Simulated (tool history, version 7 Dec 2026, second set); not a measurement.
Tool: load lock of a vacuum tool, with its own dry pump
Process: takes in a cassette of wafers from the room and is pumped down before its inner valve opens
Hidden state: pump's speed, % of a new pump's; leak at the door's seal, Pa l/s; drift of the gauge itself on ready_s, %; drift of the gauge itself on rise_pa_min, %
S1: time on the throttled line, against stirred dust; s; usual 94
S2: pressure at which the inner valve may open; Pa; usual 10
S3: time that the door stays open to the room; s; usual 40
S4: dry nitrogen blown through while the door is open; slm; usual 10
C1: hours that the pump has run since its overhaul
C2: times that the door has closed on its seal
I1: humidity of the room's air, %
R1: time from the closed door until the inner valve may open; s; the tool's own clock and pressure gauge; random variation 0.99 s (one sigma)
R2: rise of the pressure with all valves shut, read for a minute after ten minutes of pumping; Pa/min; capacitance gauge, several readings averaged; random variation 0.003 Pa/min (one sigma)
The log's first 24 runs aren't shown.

Run 25, hour 3602.9: usual settings but S1 103 s, S2 19 Pa, S3 74 s, S4 12 slm; C1 7794; C2 37164; I1 41.5. Result: R1 168.8 s, R2 0.216 Pa/min.
Run 26, hour 3705.7: usual settings but S1 103 s, S2 12 Pa, S3 222 s, S4 7 slm; C1 7897; C2 37673; I1 43.1. Result: R1 175.8 s, R2 0.245 Pa/min.
Run 27, hour 3840.5: usual settings but S4 23 slm; C1 8032; C2 38341; I1 47.4. Result: R1 170.4 s, R2 0.214 Pa/min.
Run 28, hour 3989.2: usual settings but S1 115 s; C1 8181; C2 39079; I1 45.7. Result: R1 185.9 s, R2 0.221 Pa/min.
Run 29, hour 4145.3: usual settings but S1 115 s; C1 8337; C2 39852; I1 44.9. Result: R1 186.3 s, R2 0.221 Pa/min.
Run 30, hour 4301.0: usual settings but S1 131 s, S2 9 Pa, S3 194 s, S4 13 slm; C1 8492; C2 40624; I1 42.7. Result: R1 200.2 s, R2 0.255 Pa/min.
Run 31, hour 4458.5: usual settings but S1 54 s, S4 5 slm; C1 8650; C2 41405; I1 44.8. Result: R1 141.2 s, R2 0.245 Pa/min.
Run 32, hour 4656.1: usual settings but S1 54 s, S4 5 slm; C1 8847; C2 42385; I1 46.9. Result: R1 142.2 s, R2 0.258 Pa/min.
Run 33, hour 4791.1: usual settings but S2 19 Pa; C1 8982; C2 43054; I1 46.6. Result: R1 165.2 s, R2 0.261 Pa/min.
Run 34, hour 4965.3: usual settings but S1 85 s, S3 236 s, S4 33 slm; C1 9157; C2 43917; I1 46.1. Result: R1 165.9 s, R2 0.283 Pa/min.
Run 35, hour 5072.4: usual settings but S1 85 s, S3 236 s, S4 33 slm; C1 9264; C2 44448; I1 45.1. Result: R1 165.8 s, R2 0.291 Pa/min.
Run 36, hour 5216.0: usual settings but S1 85 s, S3 37 s, S4 33 slm; C1 9407; C2 45160; I1 43.1. Result: R1 167.1 s, R2 0.266 Pa/min.
Run 37, hour 5422.7: usual settings but S1 85 s, S2 19 Pa, S3 230 s, S4 7 slm; C1 9614; C2 46185; I1 46.0. Result: R1 159.6 s, R2 0.322 Pa/min.

Forecast each of these 4 alternatives for the next run:
Run A, hour 5568.2: usual settings but S1 54 s, S2 19 Pa, S3 224 s, S4 7 slm; C1 9760; C2 46906; I1 47.0. Result: R1 ?, R2 ?.
Run B, hour 5568.2: usual settings but S1 185 s, S3 35 s; C1 9760; C2 46906; I1 45.7. Result: R1 ?, R2 ?.
Run C, hour 5568.2: usual settings but S1 85 s, S2 19 Pa, S3 182 s, S4 7 slm; C1 9760; C2 46906; I1 44.1. Result: R1 ?, R2 ?.
Run D, hour 5568.2: usual settings but S1 150 s, S2 19 Pa, S3 30 s, S4 5 slm; C1 9760; C2 46906; I1 44.0. Result: R1 ?, R2 ?.

run     R1     R2
  A  137.1  0.332
  B  240.1  0.295
  C  159.6  0.322
  D  206.6  0.294
Without the tool's hidden state the same runs would have given:
run     R1     R2
  A  120.6  0.053
  B  229.2  0.019
  C  145.0  0.042
  D  195.5  0.018
